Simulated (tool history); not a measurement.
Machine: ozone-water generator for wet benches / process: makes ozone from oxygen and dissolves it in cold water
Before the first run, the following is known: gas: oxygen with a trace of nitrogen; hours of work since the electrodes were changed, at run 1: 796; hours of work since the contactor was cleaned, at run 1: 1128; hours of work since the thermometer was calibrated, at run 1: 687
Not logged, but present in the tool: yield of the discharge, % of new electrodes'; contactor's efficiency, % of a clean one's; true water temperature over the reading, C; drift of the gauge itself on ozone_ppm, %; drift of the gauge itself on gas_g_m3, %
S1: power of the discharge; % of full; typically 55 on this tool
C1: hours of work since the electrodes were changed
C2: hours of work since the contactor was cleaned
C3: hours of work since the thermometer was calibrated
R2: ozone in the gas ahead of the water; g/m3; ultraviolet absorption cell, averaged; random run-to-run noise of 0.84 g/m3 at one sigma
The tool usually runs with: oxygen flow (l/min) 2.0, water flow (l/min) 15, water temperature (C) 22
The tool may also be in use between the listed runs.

{"run": 1, "hour": 0.0, "S1": 55, "oxygen flow (l/min)": 2.0, "water flow (l/min)": 15, "water temperature (C)": 22, "C1": 796, "C2": 1128, "C3": 687, "dissolved ozone (ppm)": 10.3, "R2": 136.2}
{"run": 2, "hour": 40.5, "S1": 50, "oxygen flow (l/min)": 2.0, "water flow (l/min)": 15, "water temperature (C)": 22, "C1": 820, "C2": 1153, "C3": 711, "dissolved ozone (ppm)": 9.9, "R2": 128.5}
{"run": 3, "hour": 77.9, "S1": 50, "oxygen flow (l/min)": 2.0, "water flow (l/min)": 15, "water temperature (C)": 22, "C1": 843, "C2": 1176, "C3": 734, "dissolved ozone (ppm)": 9.8, "R2": 127.4}
{"run": 4, "hour": 108.0, "S1": 50, "oxygen flow (l/min)": 2.0, "water flow (l/min)": 15, "water temperature (C)": 22, "C1": 862, "C2": 1194, "C3": 753, "dissolved ozone (ppm)": 9.8, "R2": 127.5}
{"run": 5, "hour": 143.0, "S1": 55, "oxygen flow (l/min)": 2.2, "water flow (l/min)": 15, "water temperature (C)": 22, "C1": 883, "C2": 1216, "C3": 774, "dissolved ozone (ppm)": 10.6, "R2": 132.4}
{"run": 6, "hour": 207.9, "S1": 55, "oxygen flow (l/min)": 2.2, "water flow (l/min)": 15, "water temperature (C)": 22, "C1": 923, "C2": 1255, "C3": 814, "dissolved ozone (ppm)": 10.8, "R2": 131.1}
{"run": 7, "hour": 255.3, "S1": 55, "oxygen flow (l/min)": 2.0, "water flow (l/min)": 15, "water temperature (C)": 22, "C1": 952, "C2": 1284, "C3": 843, "dissolved ozone (ppm)": 10.4, "R2": 136.2}
{"run": 8, "hour": 314.8, "S1": 55, "oxygen flow (l/min)": 2.0, "water flow (l/min)": 15, "water temperature (C)": 22, "C1": 989, "C2": 1321, "C3": 880, "dissolved ozone (ppm)": 10.4, "R2": 137.4}

Predict the results of run 9:
{"run": 9, "hour": 363.5, "S1": 55, "oxygen flow (l/min)": 2.0, "water flow (l/min)": 15, "water temperature (C)": 22, "C1": 1019, "C2": 1351, "C3": 910, "dissolved ozone (ppm)": "?", "R2": "?"}

For run 9 the tool returned dissolved ozone (ppm) 10.5, R2 136.6 g/m3.
Were there no unlogged condition in the tool, this run, its random variation unchanged, would have produced dissolved ozone (ppm) 10.7, R2 136.6 g/m3.
